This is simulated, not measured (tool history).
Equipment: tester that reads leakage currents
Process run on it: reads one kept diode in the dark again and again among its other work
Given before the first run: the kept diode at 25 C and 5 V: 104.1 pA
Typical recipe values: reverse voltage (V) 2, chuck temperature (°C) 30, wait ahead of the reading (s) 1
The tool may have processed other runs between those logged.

run	hour	reverse voltage (V)	chuck temperature (°C)	wait ahead of the reading (s)	current that the tester gives (pA)
1	0	2	30	1	102.17
# hour 51.6: chuck's temperature calibrated
2	64.1	2	30	1	123.01
3	112	2	30	1	121.67
4	164.3	2	30	1	121.9
5	233.4	2	30	1	121.91
6	285.1	2	30	1	120.74
7	326.2	2	30	1.9	120.24
8	369.5	2	30	1	119.59
9	423.2	2	30	1	119.64
10	513.5	2	30	1	118.7
11	589.7	2	30	1	117.93
12	641.9	1.14	30	1	99.3
13	683.2	2	30	1	118.06
14	728.9	2	30	1	117.66
15	801.7	11.53	30	1	203.57
16	873	11.53	30	1	203.11
17	963	2	30	3.29	115.49
18	1004.3	4.93	30	1	153.23
# hour 1011.5: tester calibrated
19	1077.4	1.09	30	1	95.2
20	1142.1	2	30	1	114.56
21	1226.9	2.94	24	1	77.63
22	1298.2	9.49	46	0.89	652.95
23	1394.8	9.49	46	0.89	650.78
# hour 1434.3: tester calibrated, once more
24	1493.9	3.25	56	7.37	962.14
25	1543.6	3.25	31	0.41	140.48
26	1607.3	2.56	28	0.66	101.26
27	1672.3	2.56	28	0.66	101.06
28	1718.8	13.27	40	7.57	437.2
29	1799.7	2.67	47	1.07	458.58
30	1857.3	5.03	22	0.41	77.97
31	1911.6	5.03	22	0.41	77.22
32	2004.1	7.33	30	0.46	166.82
33	2086	7.33	30	0.46	165.69
34	2125.9	1.07	30	1	87.96
35	2220.4	1.07	30	1	86.95
36	2292.4	4.29	30	0.63	136.19
37	2338.2	4.29	30	0.63	135.81
38	2381.8	2	30	1	105.45
39	2463.5	2	30	1	104.81
40	2514.3	9.53	30	2.99	172.88

A few steps of current that the tester gives (pA) between consecutive runs. Split each: what settings, incoming material and random variation would produce without the hidden state, and what is left over for the hidden state, along with gauge scatter present in only one of the two compared results (measured, and without hidden state):
Hidden state at play: stray current of the dirty probe card, pA a volt; current scale over the true one, %; true chuck temperature over the reading, C; drift of the gauge itself on leakage_pa, %.
Run 21 -> 22: reverse voltage (V) 2.94 -> 9.49, chuck temperature (°C) 24 -> 46, wait ahead of the reading (s) 1 -> 0.89. current that the tester gives (pA) +575.32: hidden state -35.82, all else +611.14.
Run 23 -> 24: reverse voltage (V) 9.49 -> 3.25, chuck temperature (°C) 46 -> 56, wait ahead of the reading (s) 0.89 -> 7.37, tester calibrated, once more. current that the tester gives (pA) +311.36: hidden state -40.5, all else +351.86.
Run 24 -> 25: chuck temperature (°C) 56 -> 31, wait ahead of the reading (s) 7.37 -> 0.41. current that the tester gives (pA) -821.66: hidden state +71.26, all else -892.92.
Run 29 -> 30: reverse voltage (V) 2.67 -> 5.03, chuck temperature (°C) 47 -> 22, wait ahead of the reading (s) 1.07 -> 0.41. current that the tester gives (pA) -380.61: hidden state +44.36, all else -424.97.

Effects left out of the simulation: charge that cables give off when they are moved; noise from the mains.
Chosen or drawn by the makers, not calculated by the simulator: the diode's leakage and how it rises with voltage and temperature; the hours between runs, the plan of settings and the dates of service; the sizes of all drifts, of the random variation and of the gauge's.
